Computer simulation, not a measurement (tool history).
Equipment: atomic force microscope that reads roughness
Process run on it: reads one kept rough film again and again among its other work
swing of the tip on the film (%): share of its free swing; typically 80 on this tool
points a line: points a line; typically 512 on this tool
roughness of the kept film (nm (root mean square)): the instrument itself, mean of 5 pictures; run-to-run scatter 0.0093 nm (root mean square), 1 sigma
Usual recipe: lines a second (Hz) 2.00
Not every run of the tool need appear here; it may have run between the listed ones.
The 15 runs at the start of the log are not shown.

run,hour,lines a second (Hz),swing of the tip on the film (%),points a line,pictures with this tip,hours of work since the height scale was calibrated,roughness of the kept film (nm (root mean square))
16,835.8,2.00,64,512,98,2334,1.980
# hour 869.5: new tip fitted
17,907.0,2.00,80,512,39,2376,1.993
18,941.9,2.00,80,512,76,2397,1.845
# hour 999.9: new tip fitted
19,1005.9,2.00,80,512,6,2435,2.124
20,1056.0,2.00,80,512,58,2465,1.905
# hour 1129.5: new tip fitted
21,1130.4,2.00,80,512,0,2510,2.108
# hour 1143.5: height scale calibrated on a step standard
22,1164.9,0.78,80,512,35,13,2.167
23,1198.2,0.78,80,512,70,33,2.035
# hour 1258.4: new tip fitted
24,1264.0,2.00,80,512,5,72,2.051
25,1309.8,2.00,80,512,53,100,1.867
26,1362.2,2.00,83,977,108,131,1.643
# hour 1386.5: new tip fitted
27,1397.3,2.00,83,977,11,152,2.005
28,1476.3,2.04,60,287,94,199,1.957
# hour 1517.4: new tip fitted
29,1544.7,2.04,60,287,29,240,2.201
30,1578.3,0.75,80,512,64,261,2.061
31,1628.4,0.75,80,512,116,291,1.876
# hour 1647.4: new tip fitted
32,1697.4,0.81,88,512,52,332,2.004
33,1753.4,2.00,83,512,110,365,1.660
# hour 1776.0: new tip fitted
34,1814.2,2.91,83,512,40,402,1.722
35,1893.8,2.91,73,534,124,450,1.681
# hour 1904.9: new tip fitted
36,1971.3,1.01,66,440,69,496,2.076

Estimate the outcome of run 37 from the log above:
37,2016.5,1.77,77,318,116,523,?

Run 37 produced roughness of the kept film (nm (root mean square)) 1.714.
Had the tool carried no hidden state, the very same run would have given roughness of the kept film (nm (root mean square)) 2.151.
